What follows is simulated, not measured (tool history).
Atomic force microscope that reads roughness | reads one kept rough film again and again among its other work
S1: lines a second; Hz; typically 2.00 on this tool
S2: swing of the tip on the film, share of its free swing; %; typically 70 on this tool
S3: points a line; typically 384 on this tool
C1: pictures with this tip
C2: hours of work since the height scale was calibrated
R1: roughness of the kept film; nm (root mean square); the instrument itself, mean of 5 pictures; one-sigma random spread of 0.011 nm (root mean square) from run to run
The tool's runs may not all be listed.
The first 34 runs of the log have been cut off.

-- hour=2016.1 new tip fitted
run 35 hour=2025.1 | S1=1.97 S2=82 S3=377 | C1=16 C2=1493 | R1=2.482
run 36 hour=2060.4 | S1=1.97 S2=82 S3=377 | C1=77 C2=1520 | R1=2.467
run 37 hour=2115.5 | S1=2.23 S2=87 S3=297 | C1=173 C2=1563 | R1=2.329
run 38 hour=2165.6 | S1=2.00 S2=63 S3=384 | C1=260 C2=1601 | R1=2.701
-- hour=2218.2 new tip fitted
run 39 hour=2237.7 | S1=2.00 S2=63 S3=384 | C1=34 C2=1656 | R1=2.721
run 40 hour=2277.9 | S1=2.00 S2=63 S3=384 | C1=104 C2=1687 | R1=2.729
run 41 hour=2359.8 | S1=1.17 S2=80 S3=881 | C1=247 C2=1750 | R1=2.666
run 42 hour=2397.7 | S1=2.00 S2=70 S3=303 | C1=313 C2=1779 | R1=2.608
-- hour=2420.7 new tip fitted
run 43 hour=2451.8 | S1=0.63 S2=88 S3=813 | C1=54 C2=1820 | R1=2.698
run 44 hour=2510.3 | S1=2.47 S2=84 S3=756 | C1=156 C2=1865 | R1=2.362
run 45 hour=2590.0 | S1=2.47 S2=84 S3=756 | C1=295 C2=1926 | R1=2.388

Consider 3 possible next runs. They are alternatives, not a sequence: every one starts from the tool as it was left by run 45. What does each give?
-- hour=2621.2 new tip fitted
run A hour=2655.3 | S1=2.00 S2=77 S3=384 | C1=60 C2=1976 | R1=?
-- hour=2621.2 new tip fitted
run B hour=2655.3 | S1=1.01 S2=66 S3=761 | C1=60 C2=1976 | R1=?
-- hour=2621.2 new tip fitted
run C hour=2655.3 | S1=1.08 S2=70 S3=364 | C1=60 C2=1976 | R1=?

run=A R1=2.542
run=B R1=2.809
run=C R1=2.746
Stripped of hidden state, with their random variation kept, the same runs would have yielded:
run=A R1=2.543
run=B R1=2.810
run=C R1=2.747
